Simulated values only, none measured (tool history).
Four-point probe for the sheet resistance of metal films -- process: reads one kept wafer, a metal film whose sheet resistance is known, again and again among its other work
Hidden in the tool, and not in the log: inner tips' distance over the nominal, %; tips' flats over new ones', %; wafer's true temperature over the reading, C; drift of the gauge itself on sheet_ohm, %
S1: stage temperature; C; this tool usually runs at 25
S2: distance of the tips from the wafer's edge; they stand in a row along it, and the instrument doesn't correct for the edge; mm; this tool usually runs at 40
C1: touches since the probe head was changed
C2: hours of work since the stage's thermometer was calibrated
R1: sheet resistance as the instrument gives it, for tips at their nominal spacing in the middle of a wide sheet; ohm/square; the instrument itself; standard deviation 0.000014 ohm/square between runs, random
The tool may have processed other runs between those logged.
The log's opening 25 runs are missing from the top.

run,day,S1,S2,C1,C2,R1
26,60.133,27,11,77165,1725,0.067268
27,63.404,27,36,78745,1771,0.067200
28,66.621,25,12,80298,1815,0.067182
29,68.350,29,4,81134,1839,0.067783
30,70.283,30,14,82069,1866,0.067283
# day 70.488: stage's thermometer calibrated
31,73.300,31,38,83516,39,0.067196
32,75.629,29,38,84640,71,0.067171
33,76.983,29,38,85295,90,0.067159
34,79.912,24,5,86711,130,0.067439
# day 80.488: stage's thermometer calibrated, once more
35,81.633,31,5,87531,16,0.067599
36,83.712,22,36,88537,45,0.067086
37,86.754,32,53,90005,87,0.067247
38,89.229,34,29,91202,121,0.067243
39,92.496,25,53,92779,166,0.067060
40,94.233,30,23,93620,190,0.067164
41,95.858,27,7,94405,213,0.067287
42,97.504,32,65,95200,235,0.067147
43,100.679,19,25,96733,279,0.066962
44,103.167,19,25,97935,314,0.066949
45,104.708,20,69,98679,335,0.066951

3 ways to go on from here, each from the tool as it stands after run 45. What would each give?
A,107.992,35,4,100266,380,?
B,107.992,24,59,100266,380,?
C,107.992,20,9,100266,380,?

run,R1
A,0.067732
B,0.067013
C,0.067043
With the hidden condition removed and each run's random variation left untouched, the same runs would have given:
run,R1
A,0.068347
B,0.067622
C,0.067653

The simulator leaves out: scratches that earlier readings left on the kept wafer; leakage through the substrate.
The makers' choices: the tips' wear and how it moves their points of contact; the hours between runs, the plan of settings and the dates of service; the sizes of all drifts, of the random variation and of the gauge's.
